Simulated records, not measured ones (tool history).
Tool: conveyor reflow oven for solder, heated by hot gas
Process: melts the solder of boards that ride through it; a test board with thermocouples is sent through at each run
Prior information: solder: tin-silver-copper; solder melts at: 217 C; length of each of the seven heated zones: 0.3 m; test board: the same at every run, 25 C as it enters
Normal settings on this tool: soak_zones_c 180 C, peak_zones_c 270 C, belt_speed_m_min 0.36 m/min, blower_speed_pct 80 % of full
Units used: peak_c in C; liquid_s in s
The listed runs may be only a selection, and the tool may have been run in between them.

run     day  soak_zones_c  peak_zones_c  belt_speed_m_min  blower_speed_pct  peak_c  liquid_s
  1       0           180           270              0.36                80   253.8      80.3
        0.6  -- thermocouples of zones 6 and 7 changed
  2     1.9           180           270              0.36                80   255.8      81.7
  3   5.829           180           270              0.36                80   255.2      80.6
  4  10.033           180           270              0.36                80   254.6      81.1
  5  13.958           180           270              0.36                80   253.4      79.4
  6  18.296           180           270              0.36                80   252.8      80.1
  7  21.812           180           270              0.36                80   251.9      77.3
  8  24.871           194           270              0.36                80   254.3      89.2
  9  28.371           194           270              0.36                80   253.3      88.2
     29.292  -- flux residue cleaned out of gas plates and filters
 10  30.896           194           270              0.36                80   257.3      91.3
 11  33.708           194           270              0.36                80   256.2      92.3
 12  36.583           194           270              0.36                80     256      91.6
 13  40.133           190           270              0.36                80   255.3      87.7
 14  42.746           180           270             0.324                80     256      93.3
 15  45.946           180           270             0.324                80   255.1      92.6
 16    49.6           191           270             0.324                80     256     100.6
 17  52.058           191           270             0.324                80   256.7      99.3
     55.133  -- thermocouples of zones 6 and 7 changed
 18  55.133           185           261             0.315                90   250.6      93.6
     58.546  -- flux residue cleaned out of gas plates and filters
 19  59.117           184           270             0.328                80   259.1      97.7
 20  61.042           176           267             0.332                90   255.6      90.6
 21  64.833           179           264              0.36                80   250.2        77
 22  68.854           180           268             0.344                85   255.2      86.4
 23  71.117           180           283             0.409                80   261.1      75.8
 24  75.433           187           270              0.36                71   253.1      85.3
     76.808  -- belt drive overhauled, speed set with a stopwatch
 25   79.65           172           272             0.409                52   240.7      48.9
 26  83.479           167           270              0.36                86   249.4      67.9
 27  86.004           180           270             0.296                80   256.7      99.3
     88.138  -- flux residue cleaned out of gas plates and filters
 28   89.95           185           268             0.389                62   247.7      69.6
 29  92.225           185           268             0.389                62     247      68.7

Pick out some run-to-run changes in peak_c. Of each, how much would a tool without hidden state show as well, from the settings, what came in and chance, and how much is left for the hidden state and any gauge scatter not in both results compared?
The tool's hidden condition here consists of: heat that the gas passes to the board, % of a clean oven's; belt's true speed, % of the reading; true gas temperature in zones 6 and 7 over the reading, C; drift of the gauge itself on peak_c, C; drift of the gauge itself on liquid_s, %.
Run 9 -> 10: flux residue cleaned out of gas plates and filters. peak_c +4 C: hidden state +3.3, all else +0.7.
Run 18 -> 19: soak_zones_c 185 -> 184, peak_zones_c 261 -> 270, belt_speed_m_min 0.315 -> 0.328, blower_speed_pct 90 -> 80, flux residue cleaned out of gas plates and filters. peak_c +8.5 C: hidden state +2.9, all else +5.6.
Run 24 -> 25: soak_zones_c 187 -> 172, peak_zones_c 270 -> 272, belt_speed_m_min 0.36 -> 0.409, blower_speed_pct 71 -> 52, belt drive overhauled, speed set with a stopwatch. peak_c -12.4 C: hidden state -2.6, all else -9.8.
Run 27 -> 28: soak_zones_c 180 -> 185, peak_zones_c 270 -> 268, belt_speed_m_min 0.296 -> 0.389, blower_speed_pct 80 -> 62, flux residue cleaned out of gas plates and filters. peak_c -9 C: hidden state +2.8, all else -11.8.
